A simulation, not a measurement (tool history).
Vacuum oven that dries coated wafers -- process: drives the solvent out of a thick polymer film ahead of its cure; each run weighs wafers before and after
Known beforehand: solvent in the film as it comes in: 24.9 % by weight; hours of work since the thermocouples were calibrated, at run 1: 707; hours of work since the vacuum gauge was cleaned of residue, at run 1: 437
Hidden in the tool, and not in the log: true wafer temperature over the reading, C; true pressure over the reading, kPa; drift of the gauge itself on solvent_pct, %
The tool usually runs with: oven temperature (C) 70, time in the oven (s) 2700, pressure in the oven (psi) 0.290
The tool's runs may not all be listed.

| run | day | oven temperature (C) | time in the oven (s) | pressure in the oven (psi) | hours of work since the thermocouples were calibrated | hours of work since the vacuum gauge was cleaned of residue | solvent left in the film (%) |
|---|---|---|---|---|---|---|---|
| 1 | 0.000 | 70 | 2700 | 0.290 | 707 | 437 | 5.98 |
| 2 | 1.279 | 70 | 2700 | 0.833 | 720 | 450 | 8.37 |
| 3 | 2.371 | 70 | 2700 | 0.833 | 731 | 461 | 8.56 |
| 4 | 3.308 | 70 | 2700 | 0.833 | 740 | 470 | 8.28 |
| 5 | 4.683 | 70 | 2340 | 0.290 | 754 | 484 | 6.94 |
| 6 | 6.046 | 70 | 3840 | 0.290 | 767 | 498 | 4.10 |
| 7 | 7.417 | 70 | 3840 | 0.290 | 781 | 512 | 4.01 |
| 8 | 8.183 | 70 | 2700 | 0.290 | 789 | 519 | 6.21 |
| 9 | 9.521 | 70 | 2700 | 0.290 | 802 | 533 | 6.13 |
| 10 | 10.583 | 70 | 2700 | 0.290 | 813 | 543 | 6.22 |
| 11 | 11.600 | 70 | 2700 | 0.290 | 823 | 553 | 6.28 |
| 12 | 12.779 | 70 | 2700 | 0.290 | 835 | 565 | 6.09 |
| 13 | 13.862 | 62 | 2700 | 0.290 | 846 | 576 | 10.45 |
| 14 | 15.129 | 70 | 4320 | 0.290 | 858 | 589 | 3.53 |
| 15 | 16.629 | 70 | 4320 | 0.290 | 873 | 604 | 3.58 |
| 16 | 17.358 | 70 | 4320 | 0.290 | 881 | 611 | 3.69 |
| 17 | 18.329 | 70 | 4320 | 0.290 | 890 | 621 | 3.53 |
| 18 | 18.992 | 70 | 4320 | 0.290 | 897 | 627 | 3.60 |
| 19 | 19.875 | 68 | 2700 | 0.290 | 906 | 636 | 7.33 |
| 20 | 21.271 | 68 | 2700 | 0.290 | 920 | 650 | 7.34 |
| 21 | 21.988 | 70 | 2700 | 0.915 | 927 | 657 | 8.94 |
| 22 | 23.150 | 70 | 2700 | 0.915 | 939 | 669 | 8.98 |
| 23 | 24.488 | 70 | 2700 | 0.290 | 952 | 682 | 6.21 |
| 24 | 25.729 | 70 | 3900 | 0.334 | 964 | 695 | 4.40 |
| 25 | 26.396 | 70 | 3900 | 0.334 | 971 | 702 | 4.44 |
| 26 | 27.700 | 73 | 2700 | 0.290 | 984 | 715 | 4.78 |
| 27 | 28.475 | 73 | 1860 | 0.251 | 992 | 722 | 7.03 |
| 28 | 29.862 | 76 | 2040 | 0.238 | 1006 | 736 | 4.86 |
| 29 | 31.008 | 76 | 2040 | 0.238 | 1017 | 748 | 5.03 |
| 30 | 31.900 | 76 | 2040 | 0.238 | 1026 | 757 | 4.87 |
| 31 | 33.125 | 58 | 3240 | 0.238 | 1038 | 769 | 11.73 |
| 32 | 34.075 | 58 | 3240 | 0.238 | 1048 | 778 | 11.61 |
| 33 | 35.638 | 70 | 4080 | 0.290 | 1064 | 794 | 3.96 |
| 34 | 36.846 | 70 | 2040 | 0.252 | 1076 | 806 | 8.18 |
| 35 | 38.046 | 70 | 2040 | 0.442 | 1088 | 818 | 8.90 |
| 36 | 39.154 | 70 | 1560 | 0.267 | 1099 | 829 | 9.90 |
| 37 | 40.500 | 70 | 3780 | 0.290 | 1112 | 843 | 4.33 |
| 38 | 41.275 | 70 | 1560 | 0.673 | 1120 | 851 | 11.54 |
| 39 | 42.004 | 70 | 1560 | 0.673 | 1127 | 858 | 11.35 |
| 40 | 42.821 | 61 | 1500 | 0.917 | 1136 | 866 | 17.12 |
| 41 | 44.317 | 73 | 3000 | 0.862 | 1151 | 881 | 6.82 |
| 42 | 45.471 | 73 | 3000 | 0.862 | 1162 | 893 | 6.86 |
| 43 | 46.967 | 57 | 3000 | 0.838 | 1177 | 908 | 15.91 |
| 44 | 47.871 | 70 | 3480 | 0.290 | 1186 | 917 | 4.79 |
| 45 | 48.800 | 70 | 3480 | 0.290 | 1195 | 926 | 4.80 |
| 46 | 49.871 | 70 | 3480 | 0.290 | 1206 | 937 | 4.89 |

What if the next run were any one of these 4? Each begins from the tool's condition after run 46:
| A | 50.688 | 81 | 1560 | 0.793 | 1214 | 945 | ? |
| B | 50.688 | 70 | 3300 | 0.429 | 1214 | 945 | ? |
| C | 50.688 | 56 | 2760 | 0.379 | 1214 | 945 | ? |
| D | 50.688 | 70 | 3000 | 0.290 | 1214 | 945 | ? |

| run | solvent left in the film (%) |
|---|---|
| A | 6.07 |
| B | 5.80 |
| C | 14.43 |
| D | 5.87 |
What these runs would have given with no unlogged condition in the tool:
| run | solvent left in the film (%) |
|---|---|
| A | 5.26 |
| B | 4.92 |
| C | 13.46 |
| D | 4.96 |

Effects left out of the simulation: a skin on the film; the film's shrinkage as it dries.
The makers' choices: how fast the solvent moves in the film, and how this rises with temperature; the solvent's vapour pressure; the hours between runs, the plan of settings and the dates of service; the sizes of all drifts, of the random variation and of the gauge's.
